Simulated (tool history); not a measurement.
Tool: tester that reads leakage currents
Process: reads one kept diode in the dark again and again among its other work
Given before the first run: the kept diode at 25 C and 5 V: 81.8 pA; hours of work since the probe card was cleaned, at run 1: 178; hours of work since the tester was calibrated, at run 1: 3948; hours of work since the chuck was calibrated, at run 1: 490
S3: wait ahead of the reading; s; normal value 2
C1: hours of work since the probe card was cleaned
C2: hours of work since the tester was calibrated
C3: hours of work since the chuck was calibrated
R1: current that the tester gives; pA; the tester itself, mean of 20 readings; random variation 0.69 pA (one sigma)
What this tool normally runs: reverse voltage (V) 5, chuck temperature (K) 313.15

{"run": 1, "day": 0.0, "reverse voltage (V)": 5, "chuck temperature (K)": 313.15, "S3": 2, "C1": 178, "C2": 3948, "C3": 490, "R1": 237.96}
{"run": 2, "day": 5.738, "reverse voltage (V)": 5, "chuck temperature (K)": 313.15, "S3": 2, "C1": 285, "C2": 4055, "C3": 598, "R1": 241.22}
{"day": 9.233, "done": "tester calibrated"}
{"run": 3, "day": 15.079, "reverse voltage (V)": 5, "chuck temperature (K)": 313.15, "S3": 2, "C1": 458, "C2": 109, "C3": 770, "R1": 245.46}
{"run": 4, "day": 20.808, "reverse voltage (V)": 5, "chuck temperature (K)": 313.15, "S3": 2, "C1": 565, "C2": 216, "C3": 877, "R1": 246.88}
{"run": 5, "day": 29.354, "reverse voltage (V)": 5, "chuck temperature (K)": 313.15, "S3": 2, "C1": 724, "C2": 375, "C3": 1037, "R1": 249.92}
{"run": 6, "day": 36.642, "reverse voltage (V)": 1.92, "chuck temperature (K)": 313.15, "S3": 2, "C1": 860, "C2": 511, "C3": 1172, "R1": 164.65}
{"run": 7, "day": 47.146, "reverse voltage (V)": 1.92, "chuck temperature (K)": 313.15, "S3": 2, "C1": 1056, "C2": 707, "C3": 1369, "R1": 167.49}
{"run": 8, "day": 55.508, "reverse voltage (V)": 1.92, "chuck temperature (K)": 313.15, "S3": 2, "C1": 1212, "C2": 863, "C3": 1525, "R1": 169.18}
{"run": 9, "day": 60.525, "reverse voltage (V)": 5, "chuck temperature (K)": 313.15, "S3": 2, "C1": 1306, "C2": 957, "C3": 1618, "R1": 263.72}
{"run": 10, "day": 67.796, "reverse voltage (V)": 5, "chuck temperature (K)": 298.15, "S3": 2, "C1": 1442, "C2": 1093, "C3": 1754, "R1": 98.25}
{"day": 71.529, "done": "chuck's temperature calibrated"}
{"run": 11, "day": 73.654, "reverse voltage (V)": 5, "chuck temperature (K)": 297.15, "S3": 2, "C1": 1549, "C2": 1200, "C3": 40, "R1": 80.64}
{"run": 12, "day": 78.246, "reverse voltage (V)": 5, "chuck temperature (K)": 297.15, "S3": 2, "C1": 1635, "C2": 1286, "C3": 125, "R1": 81.07}
{"run": 13, "day": 87.629, "reverse voltage (V)": 8.27, "chuck temperature (K)": 313.15, "S3": 2, "C1": 1810, "C2": 1461, "C3": 300, "R1": 306.24}
{"run": 14, "day": 95.175, "reverse voltage (V)": 16.28, "chuck temperature (K)": 313.15, "S3": 2, "C1": 1951, "C2": 1602, "C3": 441, "R1": 421.56}
{"run": 15, "day": 99.55, "reverse voltage (V)": 5, "chuck temperature (K)": 313.15, "S3": 2, "C1": 2033, "C2": 1684, "C3": 523, "R1": 247.52}
{"run": 16, "day": 109.883, "reverse voltage (V)": 5, "chuck temperature (K)": 313.15, "S3": 3.17, "C1": 2225, "C2": 1876, "C3": 716, "R1": 250.65}
{"run": 17, "day": 115.95, "reverse voltage (V)": 5, "chuck temperature (K)": 313.15, "S3": 3.17, "C1": 2339, "C2": 1990, "C3": 829, "R1": 253.65}
{"run": 18, "day": 122.717, "reverse voltage (V)": 5, "chuck temperature (K)": 313.15, "S3": 2, "C1": 2465, "C2": 2116, "C3": 955, "R1": 257.4}
{"run": 19, "day": 130.725, "reverse voltage (V)": 1.28, "chuck temperature (K)": 313.15, "S3": 2, "C1": 2614, "C2": 2265, "C3": 1105, "R1": 141.56}
{"run": 20, "day": 140.058, "reverse voltage (V)": 1.95, "chuck temperature (K)": 313.15, "S3": 2.83, "C1": 2788, "C2": 2439, "C3": 1279, "R1": 172.68}
{"run": 21, "day": 147.625, "reverse voltage (V)": 5, "chuck temperature (K)": 306.15, "S3": 2, "C1": 2930, "C2": 2581, "C3": 1420, "R1": 171.51}
{"run": 22, "day": 152.467, "reverse voltage (V)": 5, "chuck temperature (K)": 306.15, "S3": 2, "C1": 3020, "C2": 2671, "C3": 1510, "R1": 173.33}
{"run": 23, "day": 157.829, "reverse voltage (V)": 5, "chuck temperature (K)": 308.15, "S3": 2, "C1": 3120, "C2": 2771, "C3": 1610, "R1": 198.3}
{"run": 24, "day": 166.775, "reverse voltage (V)": 5, "chuck temperature (K)": 308.15, "S3": 2, "C1": 3287, "C2": 2938, "C3": 1777, "R1": 201.58}
{"day": 169.25, "done": "chuck's temperature calibrated"}
{"run": 25, "day": 174.429, "reverse voltage (V)": 3.19, "chuck temperature (K)": 314.15, "S3": 6.02, "C1": 3428, "C2": 3079, "C3": 97, "R1": 208.64}
{"run": 26, "day": 182.692, "reverse voltage (V)": 5, "chuck temperature (K)": 300.15, "S3": 4.88, "C1": 3582, "C2": 3233, "C3": 251, "R1": 104.5}
{"run": 27, "day": 190.754, "reverse voltage (V)": 5, "chuck temperature (K)": 293.15, "S3": 0.63, "C1": 3733, "C2": 3384, "C3": 401, "R1": 68.24}
{"day": 198.321, "done": "probe card cleaned and baked"}
{"run": 28, "day": 200.871, "reverse voltage (V)": 1.08, "chuck temperature (K)": 302.15, "S3": 0.53, "C1": 48, "C2": 3570, "C3": 588, "R1": 59.64}
{"run": 29, "day": 205.221, "reverse voltage (V)": 1.16, "chuck temperature (K)": 306.15, "S3": 3.63, "C1": 129, "C2": 3651, "C3": 669, "R1": 80.55}
{"run": 30, "day": 210.667, "reverse voltage (V)": 17.78, "chuck temperature (K)": 313.15, "S3": 0.96, "C1": 230, "C2": 3753, "C3": 770, "R1": 440.3}
{"run": 31, "day": 218.633, "reverse voltage (V)": 17.78, "chuck temperature (K)": 313.15, "S3": 0.96, "C1": 379, "C2": 3902, "C3": 919, "R1": 446.19}
{"run": 32, "day": 224.875, "reverse voltage (V)": 17.78, "chuck temperature (K)": 313.15, "S3": 0.96, "C1": 495, "C2": 4018, "C3": 1036, "R1": 448.59}
{"day": 230.912, "done": "tester calibrated"}
{"run": 33, "day": 234.412, "reverse voltage (V)": 4.16, "chuck temperature (K)": 328.15, "S3": 0.5, "C1": 672, "C2": 65, "C3": 1212, "R1": 593.41}
{"run": 34, "day": 242.817, "reverse voltage (V)": 1.64, "chuck temperature (K)": 295.15, "S3": 0.6, "C1": 829, "C2": 222, "C3": 1369, "R1": 46.73}
{"run": 35, "day": 248.017, "reverse voltage (V)": 1.64, "chuck temperature (K)": 300.15, "S3": 6.73, "C1": 926, "C2": 319, "C3": 1466, "R1": 66.34}
{"run": 36, "day": 258.462, "reverse voltage (V)": 1.64, "chuck temperature (K)": 300.15, "S3": 6.73, "C1": 1121, "C2": 514, "C3": 1661, "R1": 67.74}
{"run": 37, "day": 263.329, "reverse voltage (V)": 1.64, "chuck temperature (K)": 300.15, "S3": 6.73, "C1": 1211, "C2": 605, "C3": 1751, "R1": 67.97}
{"day": 266.983, "done": "chuck's temperature calibrated"}
{"run": 38, "day": 271.871, "reverse voltage (V)": 1.64, "chuck temperature (K)": 300.15, "S3": 6.73, "C1": 1369, "C2": 763, "C3": 91, "R1": 59.57}

3 ways to go on from here, each from the tool as it stands after run 38. What would each give?
{"run": "A", "day": 277.633, "reverse voltage (V)": 1.49, "chuck temperature (K)": 311.15, "S3": 0.7, "C1": 1477, "C2": 870, "C3": 199, "R1": "?"}
{"run": "B", "day": 277.633, "reverse voltage (V)": 13.21, "chuck temperature (K)": 295.15, "S3": 6.73, "C1": 1477, "C2": 870, "C3": 199, "R1": "?"}
{"run": "C", "day": 277.633, "reverse voltage (V)": 1.64, "chuck temperature (K)": 300.15, "S3": 1.32, "C1": 1477, "C2": 870, "C3": 199, "R1": "?"}

run=A R1=122.02
run=B R1=111.34
run=C R1=60.19
What these runs would have given with no unlogged condition in the tool:
run=A R1=118.36
run=B R1=101.65
run=C R1=57.83
